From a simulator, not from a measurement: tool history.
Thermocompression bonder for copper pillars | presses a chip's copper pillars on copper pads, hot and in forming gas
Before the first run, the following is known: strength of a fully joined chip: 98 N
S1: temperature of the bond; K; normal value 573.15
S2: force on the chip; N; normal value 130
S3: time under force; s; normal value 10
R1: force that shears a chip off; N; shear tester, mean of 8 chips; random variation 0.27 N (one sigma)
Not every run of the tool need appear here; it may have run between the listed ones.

Run 1, hour 0: usual settings. Result: R1 39 N.
Run 2, hour 42: usual settings. Result: R1 38.5 N.
Run 3, hour 86.6: usual settings. Result: R1 37.9 N.
Run 4, hour 128.4: usual settings. Result: R1 37.8 N.
At hour 162.8: forming gas filter changed.
Run 5, hour 162.8: usual settings. Result: R1 39.9 N.
Run 6, hour 183.3: usual settings. Result: R1 39.2 N.
Run 7, hour 209.9: usual settings. Result: R1 39.2 N.
Run 8, hour 254.4: usual settings but S1 569.15 K. Result: R1 36.2 N.
Run 9, hour 286.1: usual settings but S1 569.15 K. Result: R1 37 N.
Run 10, hour 317: usual settings. Result: R1 38.5 N.
Run 11, hour 354.5: usual settings. Result: R1 38.1 N.
Run 12, hour 393.3: usual settings but S1 560.15 K. Result: R1 31.1 N.
At hour 400.9: forming gas filter changed.
Run 13, hour 434.6: usual settings but S1 560.15 K, S2 175 N. Result: R1 39 N.
Run 14, hour 476.8: usual settings but S1 560.15 K, S2 175 N. Result: R1 38.7 N.
Run 15, hour 518.2: usual settings but S1 601.15 K, S2 133 N, S3 15 s. Result: R1 63.1 N.
Run 16, hour 538.1: usual settings but S3 8 s. Result: R1 36.4 N.
Run 17, hour 586.5: usual settings but S1 570.15 K, S3 5 s. Result: R1 27.6 N.
Run 18, hour 620.4: usual settings but S2 123 N, S3 8 s. Result: R1 34.3 N.
At hour 636: heater calibrated with a thermocouple chip.
At hour 638.5: forming gas filter changed.
Run 19, hour 657.3: usual settings but S1 549.15 K, S3 22 s. Result: R1 35.4 N.
Run 20, hour 703.7: usual settings but S1 549.15 K, S3 22 s. Result: R1 35.3 N.
Run 21, hour 736.5: usual settings but S1 549.15 K, S3 22 s. Result: R1 34.8 N.
Run 22, hour 774.9: usual settings but S1 590.15 K, S2 173 N, S3 25 s. Result: R1 70.5 N.
Run 23, hour 797.1: usual settings but S1 590.15 K, S2 140 N, S3 28 s. Result: R1 67.1 N.
Run 24, hour 826.1: usual settings but S1 590.15 K, S2 140 N, S3 28 s. Result: R1 65.4 N.

Each row is a separate what-if for the run after 24, all from the same tool condition, not one after another. Results?
Run A, hour 866.5: usual settings but S1 577.15 K, S2 112 N, S3 20 s. Result: R1 ?.
Run B, hour 866.5: usual settings but S1 584.15 K, S2 140 N, S3 28 s. Result: R1 ?.
Run C, hour 866.5: usual settings but S1 552.15 K, S2 146 N, S3 28 s. Result: R1 ?.
Run D, hour 866.5: usual settings but S1 562.15 K, S2 80 N. Result: R1 ?.
Run E, hour 866.5: usual settings but S1 568.15 K, S2 81 N, S3 17 s. Result: R1 ?.

run    R1
  A  46.7
  B    62
  C  42.4
  D    22
  E  31.1
With the hidden condition removed and each run's random variation left untouched, the same runs would have given:
run    R1
  A    47
  B  62.9
  C  42.6
  D    22
  E  31.1
